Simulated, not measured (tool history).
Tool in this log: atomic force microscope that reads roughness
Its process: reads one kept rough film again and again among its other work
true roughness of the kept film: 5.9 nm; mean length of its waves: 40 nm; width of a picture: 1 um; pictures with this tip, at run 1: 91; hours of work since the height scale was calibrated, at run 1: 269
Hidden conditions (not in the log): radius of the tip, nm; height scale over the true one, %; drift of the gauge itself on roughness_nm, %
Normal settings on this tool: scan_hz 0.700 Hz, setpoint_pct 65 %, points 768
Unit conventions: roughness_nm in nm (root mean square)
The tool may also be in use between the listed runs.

run   hour  scan_hz  setpoint_pct  points  pictures with this tip  hours of work since the height scale was calibrated  roughness_nm
  1    0.0    0.700            65     768                      91                                                  269         5.119
  2    4.0    2.909            65     768                      98                                                  272         4.767
  3   10.4    2.909            65     768                     109                                                  277         4.798
  4   14.3    2.909            65     768                     116                                                  280         4.756
  5   19.4    2.909            65     768                     125                                                  284         4.748
  6   24.2    1.242            65     768                     134                                                  287         4.924
  7   33.0    1.242            65     768                     150                                                  294         4.884
  8   38.6    1.242            65     768                     160                                                  299         4.860
  9   44.7    1.242            65     948                     171                                                  303         4.860
      45.7  -- new tip fitted
 10   52.0    1.242            65     948                      11                                                  309         5.253
 11   57.0    0.700            65     768                      20                                                  312         5.356
 12   62.5    0.700            66     768                      30                                                  317         5.314
 13   71.3    0.700            66     768                      46                                                  323         5.272
 14   79.2    0.700            55     768                      60                                                  330         5.261
 15   86.5    0.700            55     768                      74                                                  335         5.242
 16   91.8    3.973            85     451                      83                                                  339         3.833
 17  100.0    0.742            85     467                      98                                                  346         4.890
 18  108.3    1.253            65     658                     113                                                  352         5.045
 19  114.1    1.253            73     257                     123                                                  357         4.819
 20  119.9    2.038            60     768                     134                                                  361         4.932
 21  127.6    0.887            78     496                     148                                                  367         4.801
 22  132.5    1.013            56     768                     157                                                  371         4.974
     141.4  -- new tip fitted
 23  141.9    1.013            56     768                       1                                                  378         5.395
 24  147.0    0.979            70     795                      10                                                  382         5.250
 25  153.3    0.596            69     857                      21                                                  387         5.353
 26  157.7    0.596            69     857                      29                                                  390         5.325
 27  166.7    0.596            69     857                      45                                                  397         5.249
 28  175.8    0.596            69     857                      62                                                  404         5.230
 29  182.0    0.596            63     857                      73                                                  409         5.218
 30  190.1    1.777            65     370                      88                                                  415         4.970

Measured less the same run without the tool's hidden state. The same run-to-run variation is in both; the gauge's scatter may not be:
run  roughness_nm
  1        -0.245
  2        -0.243
  3        -0.272
  4        -0.288
  5        -0.310
  6        -0.345
  7        -0.380
  8        -0.403
  9        -0.429
 10        -0.021
 11        -0.044
 12        -0.073
 13        -0.115
 14        -0.153
 15        -0.192
 16        -0.156
 17        -0.236
 18        -0.280
 19        -0.292
 20        -0.325
 21        -0.352
 22        -0.385
 23        +0.011
 24        -0.014
 25        -0.044
 26        -0.065
 27        -0.103
 28        -0.148
 29        -0.175
 30        -0.204
